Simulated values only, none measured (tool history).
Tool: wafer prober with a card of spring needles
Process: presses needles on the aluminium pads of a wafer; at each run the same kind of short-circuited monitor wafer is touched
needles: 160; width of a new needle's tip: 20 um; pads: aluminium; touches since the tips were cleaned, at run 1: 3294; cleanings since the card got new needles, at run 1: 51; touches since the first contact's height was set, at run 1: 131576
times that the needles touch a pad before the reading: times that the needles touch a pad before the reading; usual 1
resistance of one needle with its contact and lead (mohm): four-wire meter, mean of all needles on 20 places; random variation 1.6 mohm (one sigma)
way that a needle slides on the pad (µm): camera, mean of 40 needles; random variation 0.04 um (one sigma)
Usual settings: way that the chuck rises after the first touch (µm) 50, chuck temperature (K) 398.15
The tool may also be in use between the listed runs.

run    hour  way that the chuck rises after the first touch (µm)  chuck temperature (K)  times that the needles touch a pad before the reading  touches since the tips were cleaned  cleanings since the card got new needles  touches since the first contact's height was set  resistance of one needle with its contact and lead (mohm)  way that a needle slides on the pad (µm)
  1       0                                                   50                 398.15                                                      1                                 3294                                        51                                            131576                                                        151                                     12.73
        8.1  -- tips cleaned on abrasive film
       23.7  -- height of the first contact set anew
       27.4  -- tips cleaned on abrasive film
       46.5  -- tips cleaned on abrasive film
  2    59.9                                                   32                 398.15                                                      1                                 3920                                        54                                             10501                                                        168                                      8.16
       63.9  -- tips cleaned on abrasive film
       82.8  -- tips cleaned on abrasive film
  3    94.7                                                   32                 388.15                                                      1                                 3490                                        56                                             20584                                                        163                                      8.13
      102.9  -- tips cleaned on abrasive film
      122.2  -- tips cleaned on abrasive film
      139.8  -- tips cleaned on abrasive film
  4   139.8                                                   50                 398.15                                                      1                                    0                                        59                                             33630                                                        149                                     12.67
      159.4  -- tips cleaned on abrasive film
      179.5  -- tips cleaned on abrasive film
      195.6  -- tips cleaned on abrasive film
  5     197                                                   50                 398.15                                                      2                                  396                                        62                                             50215                                                        153                                      12.6
      213.1  -- tips cleaned on abrasive film
      232.1  -- tips cleaned on abrasive film
  6   243.3                                                   50                 398.15                                                      2                                 3263                                        64                                             63659                                                        151                                     12.68
      251.4  -- tips cleaned on abrasive film
      270.9  -- tips cleaned on abrasive film
      290.3  -- tips cleaned on abrasive film
      306.4  -- tips cleaned on abrasive film
  7   307.9                                                   55                 398.15                                                      2                                  440                                        68                                             82367                                                        151                                     13.98
        324  -- tips cleaned on abrasive film
      340.1  -- tips cleaned on abrasive film
      359.1  -- tips cleaned on abrasive film
  8   362.2                                                   55                 398.15                                                      2                                  905                                        71                                             98114                                                        150                                        14
      378.3  -- tips cleaned on abrasive film
      398.2  -- tips cleaned on abrasive film
        415  -- tips cleaned on abrasive film
  9     415                                                   50                 398.15                                                      1                                    0                                        74                                            113410                                                        151                                     12.57
      431.1  -- tips cleaned on abrasive film
      447.2  -- tips cleaned on abrasive film
      466.5  -- tips cleaned on abrasive film
 10   480.1                                                   50                 398.15                                                      1                                 3975                                        77                                            132305                                                        154                                      12.7
      484.1  -- tips cleaned on abrasive film
      500.2  -- tips cleaned on abrasive film
      504.5  -- height of the first contact set anew
      516.6  -- tips cleaned on abrasive film
      535.8  -- tips cleaned on abrasive film
 11   548.1                                                   50                 398.15                                                      1                                 3565                                        81                                             12649                                                        152                                     12.69
      552.2  -- tips cleaned on abrasive film
      572.3  -- tips cleaned on abrasive film
 12   587.6                                                   39                 398.15                                                      1                                 4465                                        83                                             24116                                                        157                                      9.85
      591.7  -- tips cleaned on abrasive film
      607.8  -- tips cleaned on abrasive film
      626.4  -- tips cleaned on abrasive film
      646.5  -- tips cleaned on abrasive film
 13   659.7                                                   50                 398.15                                                      1                                 3847                                        87                                             45020                                                        149                                     12.71
      663.8  -- tips cleaned on abrasive film
      683.9  -- tips cleaned on abrasive film
        704  -- tips cleaned on abrasive film
 14   705.3                                                   47                 398.15                                                      1                                  401                                        90                                             58222                                                        155                                     11.95
        721  -- tips cleaned on abrasive film
      737.1  -- tips cleaned on abrasive film
      756.3  -- tips cleaned on abrasive film
      775.6  -- tips cleaned on abrasive film
 15   777.8                                                   47                 398.15                                                      1                                  632                                        94                                             79225                                                        153                                        12
      793.9  -- tips cleaned on abrasive film
        810  -- tips cleaned on abrasive film
      828.5  -- tips cleaned on abrasive film
 16   833.6                                                   47                 398.15                                                      1                                 1478                                        97                                             95404                                                        156                                     11.96
      848.6  -- tips cleaned on abrasive film
        868  -- tips cleaned on abrasive film
 17   878.6                                                   52                 314.15                                                      1                                 3101                                        99                                            108476                                                        133                                     13.12
      886.7  -- tips cleaned on abrasive film
      906.3  -- tips cleaned on abrasive film
      926.1  -- tips cleaned on abrasive film
        946  -- tips cleaned on abrasive film
 18   947.5                                                   50                 330.15                                                      1                                  410                                       103                                            128417                                                        140                                     12.65
      962.8  -- tips cleaned on abrasive film
      982.9  -- tips cleaned on abrasive film
      983.2  -- height of the first contact set anew
 19   996.5                                                   38                 306.15                                                      2                                 3877                                       105                                              3877                                                        144                                      9.61
     1000.5  -- tips cleaned on abrasive film
     1019.5  -- tips cleaned on abrasive film
     1039.2  -- tips cleaned on abrasive film
 20  1046.1                                                   70                 391.15                                                      1                                 2021                                       108                                             18269                                                        145                                     17.71
     1058.3  -- tips cleaned on abrasive film
     1078.3  -- tips cleaned on abrasive film
     1098.4  -- tips cleaned on abrasive film
 21  1103.8                                                   50                 398.15                                                      3                                 1576                                       111                                             34979                                                        150                                     12.67
     1115.9  -- tips cleaned on abrasive film
       1132  -- tips cleaned on abrasive film
     1149.1  -- tips cleaned on abrasive film
 22  1149.1                                                   64                 398.15                                                      1                                    0                                       114                                             48100                                                        145                                      16.2
     1168.7  -- tips cleaned on abrasive film
     1188.8  -- tips cleaned on abrasive film
     1208.7  -- tips cleaned on abrasive film
 23  1221.4                                                   64                 398.15                                                      1                                 3696                                       117                                             69082                                                        145                                     16.22
     1225.5  -- tips cleaned on abrasive film
     1245.1  -- tips cleaned on abrasive film
 24  1258.8                                                   64                 398.15                                                      1                                 3988                                       119                                             79922                                                        148                                     16.17
     1262.9  -- tips cleaned on abrasive film
       1283  -- tips cleaned on abrasive film
     1299.1  -- tips cleaned on abrasive film
 25    1310                                                   44                 398.15                                                      1                                 3188                                       122                                             94772                                                        152                                     11.08
     1317.6  -- tips cleaned on abrasive film
     1333.7  -- tips cleaned on abrasive film
     1352.5  -- tips cleaned on abrasive film
 26  1355.7                                                   62                 398.15                                                      2                                  957                                       125                                            108011                                                        146                                     15.74
     1371.8  -- tips cleaned on abrasive film
     1388.9  -- tips cleaned on abrasive film
 27  1388.9                                                   47                 300.15                                                      2                                    0                                       127                                            117610                                                        136                                     11.98
     1408.3  -- tips cleaned on abrasive film
     1424.4  -- tips cleaned on abrasive film
     1443.6  -- tips cleaned on abrasive film
 28    1456                                                   46                 316.15                                                      2                                 3606                                       130                                            137090                                                        138                                     11.69
     1460.1  -- tips cleaned on abrasive film
     1460.4  -- height of the first contact set anew
     1476.5  -- tips cleaned on abrasive film
     1496.6  -- tips cleaned on abrasive film
     1512.7  -- tips cleaned on abrasive film
     1532.2  -- tips cleaned on abrasive film
 29  1535.1                                                   65                 378.15                                                      2                                  842                                       135                                             21637                                                        142                                     16.55

Forecast each of these 3 alternatives for the next run:
     1551.2  -- tips cleaned on abrasive film
     1571.3  -- tips cleaned on abrasive film
  A  1580.6                                                   65                 378.15                                                      2                                 2719                                       137                                             34852                                                          ?                                         ?
     1551.2  -- tips cleaned on abrasive film
     1571.3  -- tips cleaned on abrasive film
  B  1580.6                                                   40                 378.15                                                      2                                 2719                                       137                                             34852                                                          ?                                         ?
     1551.2  -- tips cleaned on abrasive film
     1571.3  -- tips cleaned on abrasive film
  C  1580.6                                                   41                 358.15                                                      2                                 2719                                       137                                             34852                                                          ?                                         ?

run  resistance of one needle with its contact and lead (mohm)  way that a needle slides on the pad (µm)
  A                                                        139                                     16.46
  B                                                        152                                     10.16
  C                                                        149                                     10.36
Without the tool's hidden state the same runs would have given:
run  resistance of one needle with its contact and lead (mohm)  way that a needle slides on the pad (µm)
  A                                                        139                                     16.46
  B                                                        152                                     10.16
  C                                                        149                                     10.36

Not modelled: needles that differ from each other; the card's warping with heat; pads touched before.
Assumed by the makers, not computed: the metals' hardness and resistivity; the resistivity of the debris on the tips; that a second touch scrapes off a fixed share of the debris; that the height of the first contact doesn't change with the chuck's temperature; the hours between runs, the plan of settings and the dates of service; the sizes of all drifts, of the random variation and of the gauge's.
